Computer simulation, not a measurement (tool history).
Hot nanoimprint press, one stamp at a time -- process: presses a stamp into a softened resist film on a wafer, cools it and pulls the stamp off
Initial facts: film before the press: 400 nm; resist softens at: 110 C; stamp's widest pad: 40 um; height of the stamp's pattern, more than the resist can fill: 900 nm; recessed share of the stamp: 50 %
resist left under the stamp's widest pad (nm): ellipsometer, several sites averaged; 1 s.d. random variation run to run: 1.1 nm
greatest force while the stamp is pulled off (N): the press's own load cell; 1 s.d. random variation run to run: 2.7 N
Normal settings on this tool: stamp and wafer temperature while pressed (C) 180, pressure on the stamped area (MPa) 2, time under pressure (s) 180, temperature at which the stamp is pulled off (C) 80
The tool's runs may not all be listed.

run	day	stamp and wafer temperature while pressed (C)	pressure on the stamped area (MPa)	time under pressure (s)	temperature at which the stamp is pulled off (C)	resist left under the stamp's widest pad (nm)	greatest force while the stamp is pulled off (N)
1	0	180	2	180	80	167.2	190
2	0.2	180	2	180	80	166.6	189
3	0.638	180	1.42	180	80	193.2	194
# day 0.8: plate thermocouple calibrated
4	1.154	180	2	180	81	160.4	190
5	1.383	180	2	180	81	158.9	180
6	1.821	180	2	180	81	162.1	188
7	2.058	180	2	180	81	160.7	190
8	2.442	180	2	180	80	160.7	193
9	2.65	180	2	180	80	160.8	195
10	2.879	180	2	180	83	159.4	179
11	3.196	174	2	180	80	207.3	205
12	3.412	174	2	180	80	204.5	196
13	3.808	174	1.52	205	80	222	193
14	4.125	174	1.52	205	80	222.6	200
15	4.304	180	1.8	180	78	169.7	209
16	4.704	180	1.8	180	78	170.3	208
17	5.1	184	1.59	220	80	140.1	200
18	5.496	174	2.75	336	67	140.2	259
19	5.708	192	2	180	71	97.6	254
20	5.929	192	2	180	71	97.7	240
21	6.283	180	2	180	76	160.3	220
22	6.488	184	2	180	76	136	216

Branching from run 22: 3 alternative next runs. What would each branch give?
# day 6.838: stamp cleaned and given a new release coat
A	6.946	184	2	124	79	?	?
# day 6.838: stamp cleaned and given a new release coat
B	6.946	177	2	180	76	?	?
# day 6.838: stamp cleaned and given a new release coat
C	6.946	180	3.01	153	83	?	?

run	resist left under the stamp's widest pad (nm)	greatest force while the stamp is pulled off (N)
A	158	126
B	182	132
C	139.6	115
What these runs would have given with no unlogged condition in the tool:
run	resist left under the stamp's widest pad (nm)	greatest force while the stamp is pulled off (N)
A	153.9	124
B	177.2	130
C	135.3	114
